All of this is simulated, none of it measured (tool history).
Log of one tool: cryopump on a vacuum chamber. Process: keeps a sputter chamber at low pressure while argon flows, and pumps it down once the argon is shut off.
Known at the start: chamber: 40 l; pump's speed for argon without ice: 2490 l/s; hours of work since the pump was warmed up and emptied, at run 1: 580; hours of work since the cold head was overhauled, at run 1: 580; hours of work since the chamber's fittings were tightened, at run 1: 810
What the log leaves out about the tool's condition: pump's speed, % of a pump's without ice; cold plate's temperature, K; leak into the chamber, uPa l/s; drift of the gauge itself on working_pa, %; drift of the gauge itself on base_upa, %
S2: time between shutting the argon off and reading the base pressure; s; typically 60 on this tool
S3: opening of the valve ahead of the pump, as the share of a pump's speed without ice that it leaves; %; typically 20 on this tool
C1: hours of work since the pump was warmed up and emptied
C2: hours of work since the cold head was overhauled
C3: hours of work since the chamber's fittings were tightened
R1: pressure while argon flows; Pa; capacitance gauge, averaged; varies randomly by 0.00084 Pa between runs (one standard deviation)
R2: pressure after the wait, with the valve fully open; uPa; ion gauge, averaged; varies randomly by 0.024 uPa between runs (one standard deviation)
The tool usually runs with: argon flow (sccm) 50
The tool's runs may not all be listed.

run 1 hour=0.0 | argon_flow_(sccm)=50 S2=60 S3=20 | C1=580 C2=580 C3=810 | R1=0.1799 R2=1.73
run 2 hour=70.1 | argon_flow_(sccm)=50 S2=60 S3=20 | C1=610 C2=610 C3=840 | R1=0.1803 R2=1.71
run 3 hour=119.4 | argon_flow_(sccm)=50 S2=60 S3=20 | C1=630 C2=630 C3=860 | R1=0.1794 R2=1.74
-- hour=167.7 pump warmed up, emptied and cooled again
run 4 hour=194.5 | argon_flow_(sccm)=50 S2=60 S3=20 | C1=11 C2=660 C3=890 | R1=0.1702 R2=1.59
run 5 hour=292.0 | argon_flow_(sccm)=68 S2=60 S3=20 | C1=52 C2=701 C3=931 | R1=0.2307 R2=1.63
run 6 hour=334.0 | argon_flow_(sccm)=68 S2=60 S3=29 | C1=70 C2=719 C3=949 | R1=0.1616 R2=1.60
run 7 hour=407.1 | argon_flow_(sccm)=68 S2=60 S3=29 | C1=101 C2=750 C3=980 | R1=0.1612 R2=1.67
run 8 hour=456.4 | argon_flow_(sccm)=68 S2=60 S3=29 | C1=122 C2=770 C3=1000 | R1=0.1630 R2=1.74
run 9 hour=510.5 | argon_flow_(sccm)=68 S2=60 S3=29 | C1=145 C2=793 C3=1023 | R1=0.1615 R2=1.74
run 10 hour=573.4 | argon_flow_(sccm)=68 S2=60 S3=29 | C1=171 C2=820 C3=1050 | R1=0.1632 R2=1.70
run 11 hour=652.7 | argon_flow_(sccm)=68 S2=60 S3=29 | C1=205 C2=853 C3=1083 | R1=0.1646 R2=1.77
run 12 hour=752.7 | argon_flow_(sccm)=68 S2=60 S3=29 | C1=247 C2=895 C3=1125 | R1=0.1644 R2=1.85
run 13 hour=798.5 | argon_flow_(sccm)=68 S2=60 S3=29 | C1=266 C2=915 C3=1145 | R1=0.1644 R2=1.82
run 14 hour=894.4 | argon_flow_(sccm)=68 S2=60 S3=16 | C1=307 C2=955 C3=1185 | R1=0.2973 R2=1.88
run 15 hour=954.7 | argon_flow_(sccm)=50 S2=109 S3=20 | C1=332 C2=981 C3=1211 | R1=0.1753 R2=1.55
run 16 hour=1052.0 | argon_flow_(sccm)=50 S2=60 S3=20 | C1=373 C2=1022 C3=1252 | R1=0.1759 R2=1.95
run 17 hour=1094.3 | argon_flow_(sccm)=50 S2=60 S3=20 | C1=391 C2=1040 C3=1270 | R1=0.1761 R2=2.06
run 18 hour=1141.0 | argon_flow_(sccm)=50 S2=223 S3=20 | C1=411 C2=1059 C3=1289 | R1=0.1756 R2=1.44
run 19 hour=1197.2 | argon_flow_(sccm)=50 S2=168 S3=20 | C1=434 C2=1083 C3=1313 | R1=0.1766 R2=1.48
run 20 hour=1247.7 | argon_flow_(sccm)=63 S2=60 S3=20 | C1=456 C2=1104 C3=1334 | R1=0.2237 R2=2.06
run 21 hour=1316.6 | argon_flow_(sccm)=63 S2=60 S3=20 | C1=485 C2=1133 C3=1363 | R1=0.2243 R2=2.18
run 22 hour=1360.6 | argon_flow_(sccm)=63 S2=60 S3=20 | C1=503 C2=1152 C3=1382 | R1=0.2222 R2=2.17
run 23 hour=1407.4 | argon_flow_(sccm)=23 S2=66 S3=52 | C1=523 C2=1172 C3=1402 | R1=0.0336 R2=2.08
run 24 hour=1478.1 | argon_flow_(sccm)=70 S2=60 S3=43 | C1=553 C2=1201 C3=1431 | R1=0.1241 R2=2.31
run 25 hour=1546.2 | argon_flow_(sccm)=70 S2=60 S3=43 | C1=581 C2=1230 C3=1460 | R1=0.1254 R2=2.29
run 26 hour=1602.5 | argon_flow_(sccm)=27 S2=60 S3=31 | C1=605 C2=1254 C3=1484 | R1=0.0656 R2=2.31
run 27 hour=1700.2 | argon_flow_(sccm)=27 S2=60 S3=31 | C1=646 C2=1295 C3=1525 | R1=0.0652 R2=2.40
-- hour=1714.1 pump warmed up, emptied and cooled again
run 28 hour=1782.2 | argon_flow_(sccm)=90 S2=25 S3=23 | C1=29 C2=1328 C3=1558 | R1=0.2679 R2=3.20
run 29 hour=1879.6 | argon_flow_(sccm)=50 S2=60 S3=26 | C1=70 C2=1369 C3=1599 | R1=0.1320 R2=2.18
run 30 hour=1963.3 | argon_flow_(sccm)=50 S2=60 S3=26 | C1=105 C2=1404 C3=1634 | R1=0.1330 R2=2.25
run 31 hour=2008.3 | argon_flow_(sccm)=50 S2=87 S3=24 | C1=124 C2=1423 C3=1653 | R1=0.1426 R2=1.89
run 32 hour=2106.1 | argon_flow_(sccm)=81 S2=181 S3=31 | C1=165 C2=1464 C3=1694 | R1=0.1828 R2=1.75
run 33 hour=2188.1 | argon_flow_(sccm)=81 S2=279 S3=18 | C1=200 C2=1499 C3=1729 | R1=0.3103 R2=1.63
run 34 hour=2261.4 | argon_flow_(sccm)=24 S2=37 S3=25 | C1=231 C2=1530 C3=1760 | R1=0.0666 R2=2.86
run 35 hour=2323.6 | argon_flow_(sccm)=24 S2=37 S3=29 | C1=257 C2=1556 C3=1786 | R1=0.0590 R2=2.96

Alternative continuations, all from the tool just after run 35; predict every row:
run A hour=2424.9 | argon_flow_(sccm)=44 S2=60 S3=20 | C1=300 C2=1599 C3=1829 | R1=? R2=?
run B hour=2424.9 | argon_flow_(sccm)=32 S2=60 S3=20 | C1=300 C2=1599 C3=1829 | R1=? R2=?
run C hour=2424.9 | argon_flow_(sccm)=71 S2=37 S3=29 | C1=300 C2=1599 C3=1829 | R1=? R2=?

run=A R1=0.1543 R2=2.42
run=B R1=0.1110 R2=2.43
run=C R1=0.1713 R2=2.95
Stripped of hidden state, with their random variation kept, the same runs would have yielded:
run=A R1=0.1496 R2=0.90
run=B R1=0.1076 R2=0.90
run=C R1=0.1638 R2=1.41
